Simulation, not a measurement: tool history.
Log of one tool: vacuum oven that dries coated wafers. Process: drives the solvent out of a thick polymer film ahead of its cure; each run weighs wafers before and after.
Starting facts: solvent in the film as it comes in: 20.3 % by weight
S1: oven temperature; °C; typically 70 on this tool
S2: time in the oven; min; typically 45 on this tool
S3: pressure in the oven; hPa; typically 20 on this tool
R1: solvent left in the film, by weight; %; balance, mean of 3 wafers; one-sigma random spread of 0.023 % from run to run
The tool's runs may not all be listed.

run,day,S1,S2,S3,R1
1,0,70,45,20,3.31
2,1.296,70,45,20,3.32
3,3.429,70,45,20,3.35
4,6.421,70,45,20,3.3
5,8.017,70,45,20,3.28
6,10.604,70,45,20,3.33
7,12.954,70,49,20,3.09
8,15.983,70,49,20,3.13
9,17.608,75,49,20,2
10,18.962,70,45,70.1,8.29
11,20.392,70,45,70.1,8.23
12,23.029,70,45,63.6,7.56
13,26.038,70,45,63.6,7.57
14,28.417,70,45,63.6,7.63
15,29.9,70,45,20,3.31
16,32.288,70,45,20,3.36
17,34.533,70,45,20,3.27
18,36.125,68,32,18.4,5.41
19,37.954,70,33,20,4.48
20,40.138,70,33,20,4.42
21,42.388,83,40,69,4.27
22,44.029,83,40,69,4.3
23,45.6,70,81,13.2,1.57
24,48.521,70,38,20,3.89
25,50.129,60,76,31.2,7.13

Predict the results of run 26:
26,53.217,60,76,31.2,?

Logged for run 26: R1 7.12 %.
On a tool with no hidden condition, and with the same random variation, this run would have come out at R1 7.15 %.
